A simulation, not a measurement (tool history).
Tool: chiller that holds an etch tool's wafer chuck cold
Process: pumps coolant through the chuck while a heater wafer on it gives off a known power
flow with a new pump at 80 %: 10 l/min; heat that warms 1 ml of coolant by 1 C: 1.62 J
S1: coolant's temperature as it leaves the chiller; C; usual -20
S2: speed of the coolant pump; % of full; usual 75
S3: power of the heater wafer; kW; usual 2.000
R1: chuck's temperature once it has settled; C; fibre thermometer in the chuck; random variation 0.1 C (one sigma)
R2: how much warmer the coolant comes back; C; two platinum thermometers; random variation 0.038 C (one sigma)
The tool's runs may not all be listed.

run     day   S1  S2     S3     R1     R2
  1   0.000  -20  75  2.000   -3.3   7.98
  2   1.025  -20  75  1.802   -4.8   7.25
  3   2.896  -20  75  1.826   -4.7   7.35
  4   4.042  -20  75  1.826   -4.8   7.30
  5   5.325  -20  64  2.000   -1.6   9.52
  6   7.154  -20  64  2.237    0.8  10.58
  7   8.962  -20  75  2.000   -3.2   8.06
  8  10.762  -20  75  2.000   -3.3   8.07
  9  11.825  -20  75  2.000   -3.4   8.09
 10  13.600  -20  75  2.000   -3.4   8.10
 11  14.404  -20  75  2.000   -3.2   8.06
 12  15.721  -20  69  2.000   -2.4   8.79
 13  17.033  -20  75  2.703    2.7  10.91
     17.312  -- chiller's thermometer calibrated
 14  18.525  -20  75  2.703    3.0  10.97
 15  19.404  -20  75  2.000   -3.1   8.04
 16  20.725  -20  75  1.127  -10.4   4.54
 17  22.204  -20  75  1.127  -10.5   4.59
 18  23.133  -20  65  2.000   -1.4   9.36
 19  24.546  -20  65  2.000   -1.4   9.36
 20  25.538  -20  65  2.000   -1.3   9.30
 21  26.596  -11  66  1.245    0.5   5.66
 22  28.058  -21  73  1.427   -8.6   5.94
 23  29.600  -20  75  2.074   -2.2   8.33
 24  30.550  -14  75  2.655    8.8  10.76
 25  31.333  -24  72  2.207   -4.7   9.29
 26  32.662  -24  72  2.207   -4.6   9.25
 27  34.171  -20  64  1.508   -5.8   7.15
 28  35.892  -20  64  1.508   -5.8   7.19
 29  37.633  -20  64  1.508   -5.8   7.17
 30  38.779  -26  81  2.444   -6.1   9.06
 31  40.496  -17  61  1.608   -1.4   8.03
 32  41.904  -17  98  2.685    2.7   8.22
 33  43.025  -17  98  2.685    2.7   8.21

The same runs without the tool's hidden state, with the same run-to-run variation:
The hidden state here: heat passed by the chuck's channels, % of clean ones'; flow at a given pump speed, % of a new pump's; coolant's true temperature over the reading, C; drift of the gauge itself on chuck_c, C; drift of the gauge itself on warmer_back_c, C.
run     R1     R2
  1   -4.8   7.85
  2   -6.2   7.13
  3   -6.1   7.22
  4   -6.2   7.18
  5   -3.3   9.35
  6   -1.1  10.39
  7   -4.8   7.92
  8   -4.9   7.92
  9   -5.0   7.94
 10   -5.0   7.95
 11   -4.9   7.91
 12   -4.1   8.63
 13    0.4  10.71
 14    0.4  10.76
 15   -5.0   7.88
 16  -11.5   4.46
 17  -11.6   4.50
 18   -3.5   9.18
 19   -3.4   9.17
 20   -3.4   9.12
 21   -0.8   5.54
 22  -10.0   5.82
 23   -4.2   8.16
 24    6.2  10.54
 25   -7.0   9.10
 26   -6.9   9.05
 27   -7.4   7.00
 28   -7.5   7.04
 29   -7.5   7.01
 30   -8.5   8.86
 31   -3.2   7.85
 32    0.2   8.04
 33    0.2   8.03
